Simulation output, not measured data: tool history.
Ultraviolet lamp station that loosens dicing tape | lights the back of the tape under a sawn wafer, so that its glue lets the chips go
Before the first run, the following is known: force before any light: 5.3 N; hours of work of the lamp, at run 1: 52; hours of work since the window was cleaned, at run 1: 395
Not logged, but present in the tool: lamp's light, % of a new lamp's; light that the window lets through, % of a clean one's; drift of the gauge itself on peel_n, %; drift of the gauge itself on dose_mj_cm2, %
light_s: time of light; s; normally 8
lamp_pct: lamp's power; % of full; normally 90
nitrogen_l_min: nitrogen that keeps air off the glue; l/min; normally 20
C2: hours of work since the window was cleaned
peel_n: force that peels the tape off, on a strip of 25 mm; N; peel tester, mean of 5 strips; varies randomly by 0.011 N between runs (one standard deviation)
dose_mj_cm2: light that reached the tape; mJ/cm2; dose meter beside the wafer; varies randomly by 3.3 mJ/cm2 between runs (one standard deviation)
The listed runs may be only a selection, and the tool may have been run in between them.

Run 1, hour 0.0: usual settings; hours of work of the lamp 52; C2 395. Result: peel_n 0.659 N, dose_mj_cm2 461 mJ/cm2.
Run 2, hour 4.0: usual settings but nitrogen_l_min 17 l/min; hours of work of the lamp 54; C2 397. Result: peel_n 0.728 N, dose_mj_cm2 460 mJ/cm2.
Run 3, hour 12.9: usual settings but nitrogen_l_min 17 l/min; hours of work of the lamp 59; C2 401. Result: peel_n 0.733 N, dose_mj_cm2 456 mJ/cm2.
Run 4, hour 21.5: usual settings but nitrogen_l_min 17 l/min; hours of work of the lamp 63; C2 405. Result: peel_n 0.702 N, dose_mj_cm2 460 mJ/cm2.
Run 5, hour 26.8: usual settings but light_s 14 s; hours of work of the lamp 65; C2 408. Result: peel_n 0.201 N, dose_mj_cm2 791 mJ/cm2.
Run 6, hour 35.4: usual settings but light_s 14 s; hours of work of the lamp 70; C2 412. Result: peel_n 0.196 N, dose_mj_cm2 795 mJ/cm2.
Run 7, hour 41.7: usual settings but light_s 14 s; hours of work of the lamp 73; C2 415. Result: peel_n 0.205 N, dose_mj_cm2 795 mJ/cm2.
Run 8, hour 47.5: usual settings but light_s 14 s; hours of work of the lamp 76; C2 418. Result: peel_n 0.209 N, dose_mj_cm2 788 mJ/cm2.
Run 9, hour 56.2: usual settings but light_s 14 s, nitrogen_l_min 13 l/min; hours of work of the lamp 80; C2 422. Result: peel_n 0.305 N, dose_mj_cm2 793 mJ/cm2.
Run 10, hour 63.9: usual settings but light_s 14 s, nitrogen_l_min 13 l/min; hours of work of the lamp 83; C2 426. Result: peel_n 0.285 N, dose_mj_cm2 794 mJ/cm2.
Run 11, hour 71.6: usual settings but light_s 7 s, lamp_pct 68 % of full, nitrogen_l_min 35 l/min; hours of work of the lamp 87; C2 429. Result: peel_n 1.002 N, dose_mj_cm2 300 mJ/cm2.
Run 12, hour 75.9: usual settings but nitrogen_l_min 24 l/min; hours of work of the lamp 89; C2 432. Result: peel_n 0.585 N, dose_mj_cm2 450 mJ/cm2.
Run 13, hour 81.4: usual settings but light_s 11 s, lamp_pct 82 % of full, nitrogen_l_min 8 l/min; hours of work of the lamp 92; C2 434. Result: peel_n 0.891 N, dose_mj_cm2 561 mJ/cm2.
Run 14, hour 87.3: usual settings but light_s 4 s; hours of work of the lamp 95; C2 437. Result: peel_n 1.786 N, dose_mj_cm2 227 mJ/cm2.
Run 15, hour 94.9: usual settings but nitrogen_l_min 11 l/min; hours of work of the lamp 99; C2 441. Result: peel_n 1.029 N, dose_mj_cm2 447 mJ/cm2.

Below are 5 alternative next runs, each starting from the tool's condition after run 15. Predict each:
Run A, hour 99.2: usual settings but light_s 7 s, nitrogen_l_min 26 l/min; hours of work of the lamp 101; C2 443. Result: peel_n ?, dose_mj_cm2 ?.
Run B, hour 99.2: usual settings but light_s 4 s, lamp_pct 72 % of full; hours of work of the lamp 101; C2 443. Result: peel_n ?, dose_mj_cm2 ?.
Run C, hour 99.2: usual settings but lamp_pct 100 % of full, nitrogen_l_min 26 l/min; hours of work of the lamp 101; C2 443. Result: peel_n ?, dose_mj_cm2 ?.
Run D, hour 99.2: usual settings but nitrogen_l_min 11 l/min; hours of work of the lamp 101; C2 443. Result: peel_n ?, dose_mj_cm2 ?.
Run E, hour 99.2: usual settings but light_s 9 s, lamp_pct 81 % of full, nitrogen_l_min 12 l/min; hours of work of the lamp 101; C2 443. Result: peel_n ?, dose_mj_cm2 ?.

run  peel_n  dose_mj_cm2
  A   0.746          390
  B   2.213          184
  C   0.442          501
  D   1.049          447
  E   0.971          453
With no hidden state in the tool, these same runs would have given:
run  peel_n  dose_mj_cm2
  A   0.519          469
  B   1.870          221
  C   0.297          603
  D   0.770          538
  E   0.706          544

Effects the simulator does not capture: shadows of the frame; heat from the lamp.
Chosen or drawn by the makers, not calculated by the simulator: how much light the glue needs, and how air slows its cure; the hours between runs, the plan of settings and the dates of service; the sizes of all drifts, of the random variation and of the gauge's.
